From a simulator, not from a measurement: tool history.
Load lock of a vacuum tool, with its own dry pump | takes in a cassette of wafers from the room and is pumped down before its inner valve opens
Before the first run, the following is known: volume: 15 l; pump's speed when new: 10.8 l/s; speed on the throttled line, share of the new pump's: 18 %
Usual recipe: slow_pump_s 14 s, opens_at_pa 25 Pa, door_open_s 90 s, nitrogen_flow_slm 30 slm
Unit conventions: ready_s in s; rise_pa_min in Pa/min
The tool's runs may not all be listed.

run	hour	slow_pump_s	opens_at_pa	door_open_s	nitrogen_flow_slm	incoming humidity of the room's air, %	ready_s	rise_pa_min
1	0.0	14	25	90	30	42.3	24.2	0.074
2	546.7	14	25	90	30	42.1	24.0	0.084
3	826.6	14	25	90	30	44.1	24.4	0.087
4	1087.5	14	25	90	30	46.2	24.0	0.093
5	1659.3	14	25	90	30	46.8	24.3	0.104
6	2018.0	14	25	32	30	45.9	24.2	0.087
7	2316.9	14	25	90	30	42.7	24.2	0.103
8	2859.4	14	25	90	30	43.4	24.4	0.119
9	3270.4	14	25	90	7	42.7	24.5	0.162
10	3657.8	14	25	40	7	45.2	24.3	0.143
11	4171.0	14	25	90	30	43.0	24.3	0.155
12	4712.8	14	25	104	30	43.4	24.6	0.180
13	5141.6	14	25	90	30	42.4	24.8	0.177
14	5480.4	14	25	90	30	45.4	24.5	0.197
15	5715.3	14	25	90	30	50.7	24.6	0.206
16	6288.7	14	18	177	10	47.8	25.1	0.294
17	6758.1	14	19	90	30	43.2	25.1	0.229
18	7158.5	14	19	90	30	45.8	25.1	0.258
19	7629.5	20	43	33	16	47.0	28.8	0.265
20	8180.6	23	45	90	30	47.4	31.0	0.308
21	8757.6	23	45	90	30	48.5	30.8	0.318
22	9114.8	23	45	90	30	45.4	31.0	0.325
# hour 9310.1: dry pump taken out, an overhauled one fitted
23	9646.9	14	20	87	11	42.5	23.1	0.368
24	10006.8	17	20	45	11	44.8	25.8	0.359
25	10341.6	14	21	82	44	49.2	23.4	0.372
26	10857.7	14	25	131	16	45.0	23.1	0.441
27	11101.4	16	25	127	30	45.6	24.9	0.426
28	11658.4	21	25	90	8	44.0	28.7	0.477
29	12202.9	21	21	90	10	41.2	29.1	0.494

4 options for the next run, each taken on its own from the tool as it stands now. Forecast them:
A	12435.5	15	25	90	30	48.1	?	?
B	12435.5	10	25	90	9	48.8	?	?
C	12435.5	12	30	144	30	44.1	?	?
D	12435.5	14	25	206	5	46.8	?	?

run	ready_s	rise_pa_min
A	24.0	0.472
B	19.9	0.510
C	21.2	0.499
D	23.0	0.559
Take away the tool's hidden state, keep each run's random variation, and the runs would have read:
run	ready_s	rise_pa_min
A	24.0	0.075
B	19.8	0.111
C	21.2	0.088
D	23.0	0.158
